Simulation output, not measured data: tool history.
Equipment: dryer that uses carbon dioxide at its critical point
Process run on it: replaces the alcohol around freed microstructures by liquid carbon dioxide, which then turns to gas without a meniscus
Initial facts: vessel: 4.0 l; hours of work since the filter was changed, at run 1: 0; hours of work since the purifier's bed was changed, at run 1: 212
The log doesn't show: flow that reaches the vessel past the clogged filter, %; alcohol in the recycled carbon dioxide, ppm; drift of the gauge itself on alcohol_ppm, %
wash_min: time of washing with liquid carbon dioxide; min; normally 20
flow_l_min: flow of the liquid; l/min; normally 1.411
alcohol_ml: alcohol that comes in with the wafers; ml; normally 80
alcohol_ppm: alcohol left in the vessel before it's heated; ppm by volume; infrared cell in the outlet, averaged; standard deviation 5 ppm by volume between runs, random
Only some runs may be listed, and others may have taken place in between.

run	hour	wash_min	flow_l_min	alcohol_ml	hours of work since the filter was changed	hours of work since the purifier's bed was changed	alcohol_ppm
1	0	20	1.411	80	0	212	56
2	37.1	20	1.411	80	17	229	59
3	71.3	20	1.411	80	33	245	67
4	95.3	20	1.411	80	43	256	69
5	125.9	20	1.411	80	57	270	74
6	143.5	24	1.33	22	65	278	48
7	180.7	30	1.11	71	82	295	55

Run 8 comes next. What will it give?
8	210.9	30	1.38	22	96	309	?

{"run 8": {"alcohol_ppm": 44}}
Without the tool's hidden state the same run would have given alcohol_ppm 0 ppm by volume.
